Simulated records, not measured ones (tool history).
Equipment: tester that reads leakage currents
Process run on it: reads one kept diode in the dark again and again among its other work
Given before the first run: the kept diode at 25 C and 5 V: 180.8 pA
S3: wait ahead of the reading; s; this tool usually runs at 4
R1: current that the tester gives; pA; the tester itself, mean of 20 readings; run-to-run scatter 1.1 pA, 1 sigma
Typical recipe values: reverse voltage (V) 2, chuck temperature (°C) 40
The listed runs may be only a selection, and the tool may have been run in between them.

{"run": 1, "hour": 0.0, "reverse voltage (V)": 2, "chuck temperature (°C)": 40, "S3": 4, "R1": 365.76}
{"run": 2, "hour": 37.3, "reverse voltage (V)": 2, "chuck temperature (°C)": 21, "S3": 4, "R1": 75.81}
{"run": 3, "hour": 84.0, "reverse voltage (V)": 2, "chuck temperature (°C)": 40, "S3": 4, "R1": 365.75}
{"run": 4, "hour": 124.8, "reverse voltage (V)": 2, "chuck temperature (°C)": 40, "S3": 4, "R1": 363.5}
{"run": 5, "hour": 182.2, "reverse voltage (V)": 2, "chuck temperature (°C)": 40, "S3": 4, "R1": 362.57}
{"run": 6, "hour": 214.6, "reverse voltage (V)": 2, "chuck temperature (°C)": 40, "S3": 4, "R1": 364.77}
{"hour": 222.7, "done": "probe card cleaned and baked"}
{"run": 7, "hour": 274.8, "reverse voltage (V)": 2, "chuck temperature (°C)": 36, "S3": 4, "R1": 265.41}
{"run": 8, "hour": 309.8, "reverse voltage (V)": 2, "chuck temperature (°C)": 36, "S3": 4, "R1": 264}
{"run": 9, "hour": 339.2, "reverse voltage (V)": 2, "chuck temperature (°C)": 36, "S3": 4, "R1": 264.86}
{"hour": 353.6, "done": "probe card cleaned and baked, once more"}
{"run": 10, "hour": 378.3, "reverse voltage (V)": 11.55, "chuck temperature (°C)": 40, "S3": 7.39, "R1": 963.69}
{"run": 11, "hour": 411.6, "reverse voltage (V)": 19.79, "chuck temperature (°C)": 36, "S3": 2.53, "R1": 955.27}
{"run": 12, "hour": 461.0, "reverse voltage (V)": 19.79, "chuck temperature (°C)": 36, "S3": 2.53, "R1": 951.39}
{"run": 13, "hour": 493.3, "reverse voltage (V)": 19.79, "chuck temperature (°C)": 36, "S3": 2.53, "R1": 951.82}
{"run": 14, "hour": 539.5, "reverse voltage (V)": 6.29, "chuck temperature (°C)": 23, "S3": 6.41, "R1": 168.6}
{"run": 15, "hour": 597.7, "reverse voltage (V)": 16.41, "chuck temperature (°C)": 43, "S3": 3.37, "R1": 1458.65}

The next listed run, before its measurement:
{"run": 16, "hour": 644.6, "reverse voltage (V)": 16.05, "chuck temperature (°C)": 29, "S3": 0.47, "R1": "?"}

R1: 481.05 pA
Take away the tool's hidden state, keep the run-to-run variation as it was, and the same run would have given R1 496.55 pA.
